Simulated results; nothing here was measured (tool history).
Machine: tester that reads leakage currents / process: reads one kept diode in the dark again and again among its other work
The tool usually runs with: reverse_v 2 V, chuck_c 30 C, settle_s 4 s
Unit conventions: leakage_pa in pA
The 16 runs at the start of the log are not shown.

run    hour  reverse_v  chuck_c  settle_s  hours of work since the probe card was cleaned  hours of work since the tester was calibrated  hours of work since the chuck was calibrated  leakage_pa
 17   605.2       1.09       30         4                                             998                                           1604                                           255      108.43
 18   627.7          2       30         4                                            1015                                           1620                                           272      146.32
 19   651.4          2       30         4                                            1033                                           1638                                           289      147.15
 20     696       3.96       44       5.2                                            1065                                           1671                                           322      520.57
 21     727          2       25         4                                            1088                                           1694                                           345      104.02
 22   765.6       3.78       31         4                                            1117                                           1722                                           373      218.94
 23   791.6      17.33       22      1.78                                            1136                                           1741                                           393       267.3
 24     834       3.56       25      1.78                                            1167                                           1773                                           424       140.7
 25   885.2       3.56       25      1.78                                            1205                                           1811                                           462      142.63
 26     917       3.56       34      1.78                                            1229                                           1834                                           485      263.02
 27   956.7       3.56       34      1.78                                            1258                                           1863                                           515      263.34
 28     989       2.25       44      1.06                                            1282                                           1887                                           539      400.98
 29  1034.8       1.02       26      6.26                                            1316                                           1921                                           572       81.53
 30    1074       1.33       38      1.87                                            1345                                           1950                                           601      211.73
 31  1096.6       3.11       22      5.27                                            1362                                           1967                                           618      110.06
 32  1139.9      16.25       42      0.48                                            1393                                           1999                                           650      970.56
 33  1183.4       1.44       26       0.6                                            1426                                           2031                                           682       99.02
 34    1229       7.32       57      0.49                                            1459                                           2065                                           716     1619.84
 35  1253.2       7.32       29      1.97                                            1477                                           2082                                           734      279.04
 36  1304.1       7.32       27      8.66                                            1515                                           2120                                           771      244.15
 37  1354.7       4.75       24      0.35                                            1552                                           2157                                           809      163.05
 38  1376.9       3.28       30      2.98                                            1569                                           2174                                           825      197.89

Here are 4 independent what-if runs from the current tool condition. What would each one return?
     1395.3  -- probe card cleaned and baked
  A  1428       3.28       30      5.16                                              24                                           2209                                           861           ?
     1395.3  -- probe card cleaned and baked
  B  1428        8.3       30      0.57                                              24                                           2209                                           861           ?
     1395.3  -- probe card cleaned and baked
  C  1428       2.13       30      1.76                                              24                                           2209                                           861           ?
     1395.3  -- probe card cleaned and baked
  D  1428      19.17       30         4                                              24                                           2209                                           861           ?

run  leakage_pa
  A      192.51
  B      305.66
  C      155.79
  D      458.02
The same runs, with their run-to-run variation unchanged, on a tool lacking any hidden condition would have given:
run  leakage_pa
  A      180.88
  B      287.34
  C      146.41
  D      430.07

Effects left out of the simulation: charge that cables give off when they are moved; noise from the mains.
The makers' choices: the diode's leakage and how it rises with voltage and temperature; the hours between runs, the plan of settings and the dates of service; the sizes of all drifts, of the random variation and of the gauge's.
